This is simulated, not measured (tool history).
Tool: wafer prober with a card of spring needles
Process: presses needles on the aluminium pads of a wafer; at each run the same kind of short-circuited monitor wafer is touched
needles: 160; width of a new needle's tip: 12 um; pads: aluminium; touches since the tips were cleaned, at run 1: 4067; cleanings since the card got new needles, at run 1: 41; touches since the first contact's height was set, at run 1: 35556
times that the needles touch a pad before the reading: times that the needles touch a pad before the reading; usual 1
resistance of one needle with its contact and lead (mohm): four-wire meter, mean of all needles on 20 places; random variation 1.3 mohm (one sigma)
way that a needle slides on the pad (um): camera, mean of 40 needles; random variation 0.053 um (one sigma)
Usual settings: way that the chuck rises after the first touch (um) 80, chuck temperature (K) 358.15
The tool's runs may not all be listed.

run,hour,way that the chuck rises after the first touch (um),chuck temperature (K),times that the needles touch a pad before the reading,touches since the tips were cleaned,cleanings since the card got new needles,touches since the first contact's height was set,resistance of one needle with its contact and lead (mohm),way that a needle slides on the pad (um)
1,0.0,80,358.15,1,4067,41,35556,124,17.33
# hour 2.4: tips cleaned on abrasive film
# hour 11.7: tips cleaned on abrasive film
# hour 23.3: tips cleaned on abrasive film
# hour 32.6: tips cleaned on abrasive film
# hour 44.2: tips cleaned on abrasive film
2,47.5,80,358.15,1,1859,46,62347,120,17.33
# hour 54.5: tips cleaned on abrasive film
# hour 63.8: tips cleaned on abrasive film
# hour 75.4: tips cleaned on abrasive film
3,81.2,80,358.15,1,3354,49,81447,124,17.09
# hour 85.9: tips cleaned on abrasive film
# hour 97.5: tips cleaned on abrasive film
# hour 109.1: tips cleaned on abrasive film
# hour 120.7: tips cleaned on abrasive film
# hour 130.0: tips cleaned on abrasive film
4,130.7,80,358.15,1,398,54,109398,113,17.09
# hour 140.0: tips cleaned on abrasive film
# hour 151.6: tips cleaned on abrasive film
# hour 160.9: tips cleaned on abrasive film
5,169.4,80,358.15,1,4824,57,131279,125,17.01
# hour 171.8: tips cleaned on abrasive film
# hour 181.1: tips cleaned on abrasive film
# hour 192.7: tips cleaned on abrasive film
# hour 202.0: tips cleaned on abrasive film
6,209.8,80,358.15,1,4456,61,154104,123,16.93
# hour 212.2: tips cleaned on abrasive film
# hour 223.8: tips cleaned on abrasive film
# hour 235.4: tips cleaned on abrasive film
# hour 247.0: tips cleaned on abrasive film
7,248.6,80,358.15,1,923,65,176021,117,16.80
# hour 257.9: tips cleaned on abrasive film
# hour 269.5: tips cleaned on abrasive film
# hour 281.1: tips cleaned on abrasive film
# hour 285.8: tips cleaned on abrasive film, once more
8,290.9,80,358.15,1,2903,69,199916,124,16.74
# hour 295.6: tips cleaned on abrasive film
# hour 307.2: tips cleaned on abrasive film
# hour 318.8: tips cleaned on abrasive film
# hour 330.4: tips cleaned on abrasive film
# hour 342.0: tips cleaned on abrasive film
9,344.5,80,358.15,1,1422,74,230202,118,16.62
# hour 349.4: height of the first contact set anew
# hour 351.8: tips cleaned on abrasive film
# hour 363.4: tips cleaned on abrasive film
# hour 375.0: tips cleaned on abrasive film
10,378.4,80,366.15,1,1972,77,16404,119,17.28
# hour 385.4: tips cleaned on abrasive film
# hour 397.0: tips cleaned on abrasive film
# hour 408.6: tips cleaned on abrasive film
# hour 420.2: tips cleaned on abrasive film
11,423.9,80,366.15,1,2096,81,42117,123,17.28
# hour 430.9: tips cleaned on abrasive film
# hour 442.5: tips cleaned on abrasive film
# hour 454.1: tips cleaned on abrasive film
# hour 463.4: tips cleaned on abrasive film
12,469.9,68,358.15,1,3728,85,68150,123,14.65
# hour 474.6: tips cleaned on abrasive film
# hour 486.2: tips cleaned on abrasive film
# hour 497.8: tips cleaned on abrasive film
# hour 509.4: tips cleaned on abrasive film
# hour 521.0: tips cleaned on abrasive film
13,523.5,67,358.15,1,1443,90,98458,121,14.31
# hour 530.5: tips cleaned on abrasive film
# hour 542.1: tips cleaned on abrasive film
# hour 551.4: tips cleaned on abrasive film
14,558.0,67,358.15,1,3724,93,117927,123,14.19
# hour 562.7: tips cleaned on abrasive film
# hour 574.3: tips cleaned on abrasive film
# hour 585.9: tips cleaned on abrasive film
15,589.3,60,360.15,2,1973,96,135645,118,12.68
# hour 596.3: tips cleaned on abrasive film
# hour 607.9: tips cleaned on abrasive film
# hour 619.5: tips cleaned on abrasive film
# hour 631.1: tips cleaned on abrasive film
# hour 642.7: tips cleaned on abrasive film
16,645.3,60,360.15,2,1455,101,167279,119,12.54
# hour 652.2: tips cleaned on abrasive film
# hour 661.5: tips cleaned on abrasive film
# hour 673.1: tips cleaned on abrasive film
# hour 684.7: tips cleaned on abrasive film
# hour 694.0: tips cleaned on abrasive film
# hour 705.6: tips cleaned on abrasive film
17,708.4,60,360.15,2,1585,107,202973,118,12.52
# hour 715.4: tips cleaned on abrasive film
# hour 727.0: tips cleaned on abrasive film
# hour 738.6: tips cleaned on abrasive film
# hour 750.2: tips cleaned on abrasive film
# hour 761.8: tips cleaned on abrasive film
# hour 762.1: height of the first contact set anew
# hour 773.7: tips cleaned on abrasive film
18,775.4,63,360.15,2,963,113,7523,117,13.73
# hour 784.7: tips cleaned on abrasive film
# hour 796.3: tips cleaned on abrasive film
# hour 805.6: tips cleaned on abrasive film
# hour 817.2: tips cleaned on abrasive film
# hour 828.8: tips cleaned on abrasive film
19,833.9,63,360.15,2,2898,118,40598,120,13.53
# hour 838.6: tips cleaned on abrasive film
# hour 850.2: tips cleaned on abrasive film
# hour 861.8: tips cleaned on abrasive film
20,869.6,75,326.15,1,4492,121,60831,119,16.10
# hour 872.0: tips cleaned on abrasive film
# hour 883.6: tips cleaned on abrasive film
# hour 895.2: tips cleaned on abrasive film
# hour 904.5: tips cleaned on abrasive film
# hour 916.1: tips cleaned on abrasive film
21,924.8,81,358.15,1,4931,126,92002,122,17.33
# hour 927.2: tips cleaned on abrasive film
# hour 938.8: tips cleaned on abrasive film
# hour 950.4: tips cleaned on abrasive film
# hour 962.0: tips cleaned on abrasive film
# hour 972.7: tips cleaned on abrasive film
22,972.7,66,358.15,1,0,131,119075,112,14.04
# hour 984.3: tips cleaned on abrasive film
# hour 993.6: tips cleaned on abrasive film
# hour 1005.2: tips cleaned on abrasive film
# hour 1016.8: tips cleaned on abrasive film
# hour 1028.4: tips cleaned on abrasive film
# hour 1039.1: tips cleaned on abrasive film
23,1039.1,66,362.15,1,0,137,156591,112,14.00
# hour 1050.7: tips cleaned on abrasive film
# hour 1062.3: tips cleaned on abrasive film
# hour 1073.9: tips cleaned on abrasive film
# hour 1085.5: tips cleaned on abrasive film
# hour 1097.1: tips cleaned on abrasive film
24,1105.3,91,300.15,2,4723,142,194114,109,19.17

5 ways to go on from here, each from the tool as it stands after run 24. What would each give?
# hour 1107.7: tips cleaned on abrasive film
# hour 1119.3: tips cleaned on abrasive film
# hour 1130.9: tips cleaned on abrasive film
A,1134.0,80,300.15,1,1772,145,210319,?,?
# hour 1107.7: tips cleaned on abrasive film
# hour 1119.3: tips cleaned on abrasive film
# hour 1130.9: tips cleaned on abrasive film
B,1134.0,97,300.15,2,1772,145,210319,?,?
# hour 1107.7: tips cleaned on abrasive film
# hour 1119.3: tips cleaned on abrasive film
# hour 1130.9: tips cleaned on abrasive film
C,1134.0,65,336.15,2,1772,145,210319,?,?
# hour 1107.7: tips cleaned on abrasive film
# hour 1119.3: tips cleaned on abrasive film
# hour 1130.9: tips cleaned on abrasive film
D,1134.0,91,300.15,1,1772,145,210319,?,?
# hour 1107.7: tips cleaned on abrasive film
# hour 1119.3: tips cleaned on abrasive film
# hour 1130.9: tips cleaned on abrasive film
E,1134.0,92,367.15,1,1772,145,210319,?,?

run,resistance of one needle with its contact and lead (mohm),way that a needle slides on the pad (um)
A,110,16.76
B,106,20.54
C,117,13.63
D,107,19.24
E,114,19.40
Without the tool's hidden state the same runs would have given:
run,resistance of one needle with its contact and lead (mohm),way that a needle slides on the pad (um)
A,104,17.31
B,105,21.10
C,111,14.19
D,103,19.80
E,111,19.95
